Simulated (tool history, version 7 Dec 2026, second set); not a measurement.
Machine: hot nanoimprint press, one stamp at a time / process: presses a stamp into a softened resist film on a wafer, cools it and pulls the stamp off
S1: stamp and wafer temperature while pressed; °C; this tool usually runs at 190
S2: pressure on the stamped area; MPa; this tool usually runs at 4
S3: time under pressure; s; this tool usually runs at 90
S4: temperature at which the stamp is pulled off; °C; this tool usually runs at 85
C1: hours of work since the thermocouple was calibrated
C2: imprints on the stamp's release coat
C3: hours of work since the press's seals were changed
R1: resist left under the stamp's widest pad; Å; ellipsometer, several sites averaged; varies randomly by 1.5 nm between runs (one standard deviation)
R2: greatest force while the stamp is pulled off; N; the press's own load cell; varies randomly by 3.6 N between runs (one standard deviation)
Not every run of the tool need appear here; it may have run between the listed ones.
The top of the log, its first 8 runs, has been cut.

| run | hour | S1 | S2 | S3 | S4 | C1 | C2 | C3 | R1 | R2 |
|---|---|---|---|---|---|---|---|---|---|---|
| 9 | 215.7 | 190 | 4.66 | 90 | 85 | 109 | 1343 | 727 | 2549 | 178 |
| 10 | 233.7 | 190 | 4.66 | 90 | 85 | 117 | 1389 | 735 | 2564 | 168 |
| 11 | 257.7 | 190 | 4.66 | 90 | 85 | 129 | 1449 | 746 | 2601 | 173 |
| 12 | 292.9 | 190 | 4.66 | 90 | 85 | 145 | 1539 | 763 | 2571 | 178 |
| 13 | 316.2 | 190 | 4.66 | 90 | 85 | 156 | 1598 | 774 | 2576 | 178 |
| 14 | 332 | 190 | 4.66 | 90 | 79 | 164 | 1638 | 781 | 2589 | 192 |
| 15 | 351.2 | 184 | 4.66 | 90 | 79 | 173 | 1687 | 791 | 3502 | 193 |
| 16 | 368.8 | 180 | 6.3 | 90 | 79 | 181 | 1731 | 799 | 3754 | 190 |
| 17 | 396 | 190 | 6.14 | 90 | 85 | 194 | 1800 | 812 | 2293 | 168 |
|  | 406 | gauge calibrated |
| 18 | 418.5 | 192 | 4 | 90 | 91 | 205 | 1857 | 822 | 2458 | 156 |
| 19 | 435 | 192 | 4 | 90 | 91 | 212 | 1899 | 830 | 2442 | 155 |
|  | 461.6 | stamp cleaned and given a new release coat |
| 20 | 463.5 | 192 | 5.86 | 90 | 73 | 223 | 4 | 841 | 2050 | 209 |
| 21 | 484 | 183 | 5.86 | 136 | 74 | 233 | 57 | 850 | 2783 | 211 |
| 22 | 515.4 | 183 | 4.74 | 102 | 81 | 247 | 136 | 865 | 3421 | 179 |
| 23 | 546.9 | 190 | 6.06 | 90 | 85 | 262 | 216 | 880 | 2273 | 173 |
| 24 | 569.7 | 200 | 3.73 | 90 | 85 | 273 | 274 | 891 | 1732 | 175 |
| 25 | 595.6 | 181 | 4 | 102 | 85 | 285 | 340 | 903 | 4033 | 182 |
| 26 | 623.9 | 181 | 4 | 102 | 85 | 299 | 411 | 917 | 4027 | 163 |
| 27 | 661.3 | 184 | 4 | 90 | 74 | 316 | 506 | 934 | 3642 | 206 |
| 28 | 691.9 | 189 | 3.83 | 54 | 74 | 331 | 584 | 949 | 3565 | 197 |
| 29 | 727.4 | 189 | 3.83 | 54 | 74 | 348 | 674 | 965 | 3580 | 216 |
| 30 | 756.4 | 189 | 3.83 | 54 | 74 | 361 | 748 | 979 | 3628 | 204 |

Predict each of these 4 candidate next runs independently; none follows another, all start after run 30:
|  | 776.8 | press's hydraulic seals changed and the load cell set to zero |
| A | 793.5 | 184 | 3.83 | 54 | 74 | 375 | 822 | 8 | ? | ? |
|  | 776.8 | press's hydraulic seals changed and the load cell set to zero |
| B | 793.5 | 193 | 3.83 | 66 | 76 | 375 | 822 | 8 | ? | ? |
|  | 776.8 | press's hydraulic seals changed and the load cell set to zero |
| C | 793.5 | 202 | 3.83 | 54 | 74 | 375 | 822 | 8 | ? | ? |
|  | 776.8 | press's hydraulic seals changed and the load cell set to zero |
| D | 793.5 | 190 | 4.15 | 169 | 72 | 375 | 822 | 8 | ? | ? |

| run | R1 | R2 |
|---|---|---|
| A | 4466 | 206 |
| B | 2766 | 193 |
| C | 2013 | 204 |
| D | 2060 | 212 |
Without the tool's unlogged condition, the same runs would have read:
| run | R1 | R2 |
|---|---|---|
| A | 4361 | 204 |
| B | 2702 | 191 |
| C | 1966 | 203 |
| D | 2013 | 211 |
